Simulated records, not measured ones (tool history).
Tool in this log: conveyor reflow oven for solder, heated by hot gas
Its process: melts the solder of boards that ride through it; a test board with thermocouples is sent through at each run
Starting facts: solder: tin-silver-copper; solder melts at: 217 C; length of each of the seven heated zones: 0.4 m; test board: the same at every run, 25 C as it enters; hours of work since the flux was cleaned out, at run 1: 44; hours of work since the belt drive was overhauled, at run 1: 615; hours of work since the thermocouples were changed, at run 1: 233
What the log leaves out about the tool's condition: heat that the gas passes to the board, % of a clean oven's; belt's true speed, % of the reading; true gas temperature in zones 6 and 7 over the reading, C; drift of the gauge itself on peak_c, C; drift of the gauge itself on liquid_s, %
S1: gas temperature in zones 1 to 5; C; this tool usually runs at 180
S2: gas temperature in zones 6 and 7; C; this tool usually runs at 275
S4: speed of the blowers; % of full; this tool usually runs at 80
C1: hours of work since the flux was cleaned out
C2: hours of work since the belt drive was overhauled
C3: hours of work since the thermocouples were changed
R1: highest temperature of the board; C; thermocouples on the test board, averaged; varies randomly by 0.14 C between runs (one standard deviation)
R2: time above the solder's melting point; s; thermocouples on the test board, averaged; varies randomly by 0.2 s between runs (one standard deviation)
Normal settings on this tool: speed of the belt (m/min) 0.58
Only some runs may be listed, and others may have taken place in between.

{"run": 1, "hour": 0.0, "S1": 180, "S2": 275, "speed of the belt (m/min)": 0.58, "S4": 80, "C1": 44, "C2": 615, "C3": 233, "R1": 262.4, "R2": 72.6}
{"run": 2, "hour": 29.0, "S1": 180, "S2": 275, "speed of the belt (m/min)": 0.58, "S4": 80, "C1": 61, "C2": 632, "C3": 250, "R1": 262.4, "R2": 72.6}
{"run": 3, "hour": 55.8, "S1": 180, "S2": 275, "speed of the belt (m/min)": 0.58, "S4": 80, "C1": 76, "C2": 647, "C3": 265, "R1": 262.4, "R2": 72.5}
{"run": 4, "hour": 72.9, "S1": 180, "S2": 275, "speed of the belt (m/min)": 0.58, "S4": 80, "C1": 86, "C2": 657, "C3": 275, "R1": 262.3, "R2": 72.6}
{"run": 5, "hour": 101.4, "S1": 180, "S2": 275, "speed of the belt (m/min)": 0.58, "S4": 55, "C1": 102, "C2": 673, "C3": 291, "R1": 257.4, "R2": 68.6}
{"run": 6, "hour": 130.6, "S1": 180, "S2": 275, "speed of the belt (m/min)": 0.58, "S4": 55, "C1": 119, "C2": 690, "C3": 308, "R1": 257.2, "R2": 68.3}
{"run": 7, "hour": 156.6, "S1": 180, "S2": 275, "speed of the belt (m/min)": 0.58, "S4": 80, "C1": 134, "C2": 705, "C3": 323, "R1": 262.3, "R2": 72.4}
{"run": 8, "hour": 175.6, "S1": 180, "S2": 275, "speed of the belt (m/min)": 0.58, "S4": 80, "C1": 145, "C2": 716, "C3": 334, "R1": 262.2, "R2": 72.3}
{"run": 9, "hour": 187.6, "S1": 180, "S2": 275, "speed of the belt (m/min)": 0.58, "S4": 80, "C1": 152, "C2": 722, "C3": 340, "R1": 262.1, "R2": 72.3}
{"run": 10, "hour": 214.5, "S1": 194, "S2": 275, "speed of the belt (m/min)": 0.58, "S4": 80, "C1": 167, "C2": 738, "C3": 356, "R1": 264.1, "R2": 79.9}
{"run": 11, "hour": 241.3, "S1": 194, "S2": 275, "speed of the belt (m/min)": 0.58, "S4": 80, "C1": 182, "C2": 753, "C3": 371, "R1": 263.8, "R2": 79.5}
{"run": 12, "hour": 266.2, "S1": 187, "S2": 264, "speed of the belt (m/min)": 0.503, "S4": 84, "C1": 197, "C2": 767, "C3": 385, "R1": 256.8, "R2": 84.7}
{"run": 13, "hour": 285.9, "S1": 187, "S2": 264, "speed of the belt (m/min)": 0.503, "S4": 84, "C1": 208, "C2": 779, "C3": 397, "R1": 256.8, "R2": 84.7}
{"run": 14, "hour": 309.2, "S1": 167, "S2": 264, "speed of the belt (m/min)": 0.503, "S4": 84, "C1": 221, "C2": 792, "C3": 410, "R1": 254.1, "R2": 74.1}
{"run": 15, "hour": 332.5, "S1": 188, "S2": 275, "speed of the belt (m/min)": 0.58, "S4": 61, "C1": 234, "C2": 805, "C3": 423, "R1": 259.9, "R2": 73.9}
{"run": 16, "hour": 353.2, "S1": 188, "S2": 268, "speed of the belt (m/min)": 0.644, "S4": 65, "C1": 246, "C2": 817, "C3": 435, "R1": 251.1, "R2": 60.2}
{"run": 17, "hour": 365.5, "S1": 188, "S2": 268, "speed of the belt (m/min)": 0.69, "S4": 53, "C1": 253, "C2": 824, "C3": 442, "R1": 245.7, "R2": 50.3}
{"run": 18, "hour": 380.5, "S1": 169, "S2": 274, "speed of the belt (m/min)": 0.58, "S4": 88, "C1": 262, "C2": 833, "C3": 451, "R1": 259.8, "R2": 67.2}
{"run": 19, "hour": 406.1, "S1": 185, "S2": 275, "speed of the belt (m/min)": 0.58, "S4": 54, "C1": 277, "C2": 847, "C3": 465, "R1": 257.5, "R2": 70.6}
{"run": 20, "hour": 429.9, "S1": 185, "S2": 275, "speed of the belt (m/min)": 0.58, "S4": 54, "C1": 290, "C2": 861, "C3": 479, "R1": 257.5, "R2": 70.4}
{"run": 21, "hour": 455.9, "S1": 186, "S2": 275, "speed of the belt (m/min)": 0.498, "S4": 63, "C1": 305, "C2": 876, "C3": 494, "R1": 263.7, "R2": 88.8}
{"hour": 468.8, "done": "flux residue cleaned out of gas plates and filters"}
{"run": 22, "hour": 490.4, "S1": 186, "S2": 275, "speed of the belt (m/min)": 0.685, "S4": 76, "C1": 12, "C2": 893, "C3": 511, "R1": 258.6, "R2": 61.4}

Subtracting, for every run, the result it would have given without the tool's unlogged condition from the measured result gives the following. The same run-to-run variation enters both numbers; the gauge's scatter may not:
run=1 R1=+0.5 R2=+1.4
run=2 R1=+0.4 R2=+1.3
run=3 R1=+0.4 R2=+1.4
run=4 R1=+0.3 R2=+1.4
run=5 R1=+0.4 R2=+1.3
run=6 R1=+0.3 R2=+1.3
run=7 R1=+0.1 R2=+1.2
run=8 R1=+0 R2=+1.1
run=9 R1=+0 R2=+1.1
run=10 R1=+0 R2=+1.5
run=11 R1=-0.1 R2=+1.5
run=12 R1=+0.2 R2=+1.4
run=13 R1=+0.1 R2=+1.4
run=14 R1=-0.2 R2=+0.7
run=15 R1=-0.2 R2=+1.2
run=16 R1=-0.6 R2=+0.4
run=17 R1=-0.6 R2=+0
run=18 R1=-1 R2=+0.4
run=19 R1=-0.4 R2=+0.9
run=20 R1=-0.5 R2=+0.9
run=21 R1=-0.2 R2=+1.7
run=22 R1=+1.7 R2=+2.4

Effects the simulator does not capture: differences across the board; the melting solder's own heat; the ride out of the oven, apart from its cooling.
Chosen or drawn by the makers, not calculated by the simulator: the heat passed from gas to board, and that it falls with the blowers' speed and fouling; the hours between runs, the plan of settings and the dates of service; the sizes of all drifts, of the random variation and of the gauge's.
